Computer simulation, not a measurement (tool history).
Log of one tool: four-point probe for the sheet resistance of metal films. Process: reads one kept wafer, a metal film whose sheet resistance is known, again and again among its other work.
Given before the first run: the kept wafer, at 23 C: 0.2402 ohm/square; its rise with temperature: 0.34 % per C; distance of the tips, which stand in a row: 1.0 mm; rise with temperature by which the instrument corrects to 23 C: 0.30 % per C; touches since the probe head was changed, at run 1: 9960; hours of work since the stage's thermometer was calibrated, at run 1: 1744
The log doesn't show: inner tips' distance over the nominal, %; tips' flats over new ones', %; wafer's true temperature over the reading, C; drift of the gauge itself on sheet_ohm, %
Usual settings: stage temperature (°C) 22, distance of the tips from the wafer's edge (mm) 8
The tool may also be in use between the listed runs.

| run | hour | stage temperature (°C) | distance of the tips from the wafer's edge (mm) | touches since the probe head was changed | hours of work since the stage's thermometer was calibrated | sheet resistance as the instrument gives it (ohm/square) |
|---|---|---|---|---|---|---|
| 1 | 0.0 | 22 | 8 | 9960 | 1744 | 0.242219 |
|  | 77.1 | stage's thermometer calibrated |
| 2 | 126.4 | 26 | 8 | 12376 | 31 | 0.241982 |
| 3 | 225.8 | 26 | 8 | 14281 | 93 | 0.242075 |
| 4 | 355.8 | 26 | 8 | 16775 | 175 | 0.242045 |
| 5 | 429.6 | 26 | 8 | 18190 | 221 | 0.242123 |
| 6 | 530.0 | 22 | 8 | 20115 | 285 | 0.241609 |
| 7 | 619.5 | 26 | 8 | 21832 | 341 | 0.242130 |
| 8 | 685.7 | 24 | 8 | 23103 | 382 | 0.241885 |
| 9 | 744.9 | 33 | 8 | 24238 | 420 | 0.242859 |
| 10 | 848.1 | 33 | 8 | 26218 | 484 | 0.242729 |
| 11 | 906.3 | 30 | 8 | 27334 | 521 | 0.242365 |
| 12 | 981.5 | 22 | 8 | 28775 | 568 | 0.241635 |
| 13 | 1102.9 | 22 | 8 | 31104 | 644 | 0.241572 |
| 14 | 1231.9 | 22 | 8 | 33579 | 726 | 0.241577 |
| 15 | 1352.8 | 22 | 32 | 35897 | 801 | 0.239744 |
| 16 | 1451.0 | 22 | 32 | 37781 | 863 | 0.239699 |
| 17 | 1548.0 | 22 | 32 | 39641 | 924 | 0.239690 |
| 18 | 1648.4 | 22 | 32 | 41567 | 987 | 0.239650 |
| 19 | 1710.6 | 22 | 8 | 42760 | 1026 | 0.241592 |
| 20 | 1838.4 | 22 | 8 | 45212 | 1107 | 0.241566 |
| 21 | 1951.1 | 22 | 10 | 47373 | 1177 | 0.240824 |
| 22 | 2030.5 | 22 | 10 | 48897 | 1227 | 0.240866 |
| 23 | 2120.7 | 22 | 10 | 50627 | 1284 | 0.240905 |
| 24 | 2230.4 | 22 | 10 | 52731 | 1353 | 0.240895 |
| 25 | 2353.5 | 31 | 6 | 55092 | 1430 | 0.244025 |
| 26 | 2411.3 | 18 | 16 | 56200 | 1467 | 0.239570 |
| 27 | 2540.7 | 19 | 43 | 58682 | 1548 | 0.239311 |
| 28 | 2639.7 | 22 | 10 | 60581 | 1610 | 0.240805 |
| 29 | 2746.6 | 22 | 10 | 62632 | 1677 | 0.240811 |
| 30 | 2854.8 | 22 | 10 | 64706 | 1745 | 0.240762 |
|  | 2931.6 | stage's thermometer calibrated |
| 31 | 2974.4 | 27 | 5 | 66991 | 27 | 0.244684 |
| 32 | 3106.1 | 27 | 5 | 69517 | 110 | 0.244426 |
| 33 | 3168.3 | 26 | 65 | 70709 | 149 | 0.239514 |
| 34 | 3290.4 | 26 | 65 | 73052 | 225 | 0.239487 |
| 35 | 3350.8 | 18 | 39 | 74210 | 263 | 0.238639 |
| 36 | 3452.3 | 22 | 14 | 76157 | 327 | 0.239588 |
| 37 | 3530.5 | 32 | 58 | 77658 | 376 | 0.240090 |
| 38 | 3602.4 | 22 | 58 | 79037 | 421 | 0.239009 |
| 39 | 3706.0 | 35 | 6 | 81023 | 487 | 0.243839 |
| 40 | 3834.7 | 32 | 35 | 83493 | 567 | 0.240098 |
| 41 | 3891.4 | 21 | 27 | 84579 | 603 | 0.239095 |
| 42 | 3948.2 | 21 | 27 | 85669 | 639 | 0.238970 |
| 43 | 4075.9 | 34 | 6 | 88118 | 719 | 0.243783 |
| 44 | 4175.8 | 34 | 6 | 90034 | 782 | 0.243798 |

3 ways to go on from here, each from the tool as it stands after run 44. What would each give?
| A | 4235.9 | 22 | 5 | 91188 | 819 | ? |
| B | 4235.9 | 19 | 39 | 91188 | 819 | ? |
| C | 4235.9 | 22 | 13 | 91188 | 819 | ? |

| run | sheet resistance as the instrument gives it (ohm/square) |
|---|---|
| A | 0.244051 |
| B | 0.238800 |
| C | 0.239695 |
With the hidden condition removed and each run's random variation left untouched, the same runs would have given:
| run | sheet resistance as the instrument gives it (ohm/square) |
|---|---|
| A | 0.245203 |
| B | 0.239927 |
| C | 0.240828 |
